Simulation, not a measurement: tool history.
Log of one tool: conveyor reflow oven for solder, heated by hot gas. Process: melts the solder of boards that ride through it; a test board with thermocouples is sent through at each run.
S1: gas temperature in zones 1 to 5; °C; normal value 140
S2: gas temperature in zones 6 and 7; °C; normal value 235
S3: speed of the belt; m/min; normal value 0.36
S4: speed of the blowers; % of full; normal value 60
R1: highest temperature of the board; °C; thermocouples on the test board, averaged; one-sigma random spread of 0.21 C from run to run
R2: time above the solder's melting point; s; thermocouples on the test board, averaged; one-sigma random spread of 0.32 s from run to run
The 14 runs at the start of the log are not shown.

{"run": 15, "hour": 141.1, "S1": 140, "S2": 235, "S3": 0.36, "S4": 89, "R1": 213.9, "R2": 70.7}
{"run": 16, "hour": 150.3, "S1": 140, "S2": 240, "S3": 0.428, "S4": 60, "R1": 202, "R2": 41.2}
{"run": 17, "hour": 158.9, "S1": 151, "S2": 240, "S3": 0.428, "S4": 60, "R1": 205.3, "R2": 50.9}
{"run": 18, "hour": 171.2, "S1": 151, "S2": 240, "S3": 0.312, "S4": 70, "R1": 220.1, "R2": 96.6}
{"run": 19, "hour": 183.8, "S1": 151, "S2": 240, "S3": 0.312, "S4": 70, "R1": 220.5, "R2": 96.9}
{"run": 20, "hour": 194.4, "S1": 151, "S2": 240, "S3": 0.312, "S4": 70, "R1": 220.9, "R2": 97.3}
{"run": 21, "hour": 207.9, "S1": 151, "S2": 240, "S3": 0.312, "S4": 70, "R1": 220.6, "R2": 96.7}
{"run": 22, "hour": 218.0, "S1": 151, "S2": 240, "S3": 0.412, "S4": 53, "R1": 204, "R2": 50.4}
{"run": 23, "hour": 226.2, "S1": 140, "S2": 241, "S3": 0.331, "S4": 60, "R1": 213.7, "R2": 76}
{"run": 24, "hour": 237.2, "S1": 136, "S2": 245, "S3": 0.309, "S4": 76, "R1": 223.2, "R2": 92}
{"run": 25, "hour": 242.8, "S1": 145, "S2": 235, "S3": 0.36, "S4": 84, "R1": 213.2, "R2": 72.4}
{"run": 26, "hour": 254.4, "S1": 145, "S2": 235, "S3": 0.36, "S4": 84, "R1": 213.5, "R2": 72.5}
{"hour": 265.2, "done": "flux residue cleaned out of gas plates and filters"}
{"run": 27, "hour": 267.9, "S1": 145, "S2": 235, "S3": 0.36, "S4": 84, "R1": 215.7, "R2": 76.1}
{"run": 28, "hour": 281.2, "S1": 145, "S2": 235, "S3": 0.36, "S4": 84, "R1": 215.6, "R2": 75.3}
{"run": 29, "hour": 288.7, "S1": 145, "S2": 235, "S3": 0.36, "S4": 84, "R1": 216, "R2": 76.3}
{"run": 30, "hour": 299.7, "S1": 145, "S2": 235, "S3": 0.36, "S4": 84, "R1": 216, "R2": 75.6}

Forecast each of these 4 alternatives for the next run:
{"run": "A", "hour": 310.2, "S1": 150, "S2": 235, "S3": 0.32, "S4": 57, "R1": "?", "R2": "?"}
{"run": "B", "hour": 310.2, "S1": 126, "S2": 235, "S3": 0.385, "S4": 57, "R1": "?", "R2": "?"}
{"run": "C", "hour": 310.2, "S1": 140, "S2": 247, "S3": 0.316, "S4": 51, "R1": "?", "R2": "?"}
{"run": "D", "hour": 310.2, "S1": 140, "S2": 231, "S3": 0.31, "S4": 59, "R1": "?", "R2": "?"}

run=A R1=213.7 R2=84.7
run=B R1=200.4 R2=39.5
run=C R1=219.2 R2=87.5
run=D R1=209.9 R2=76.7
With no hidden state in the tool, these same runs would have given:
run=A R1=214.7 R2=85.9
run=B R1=201.5 R2=41.3
run=C R1=220.3 R2=88.6
run=D R1=211 R2=78.2
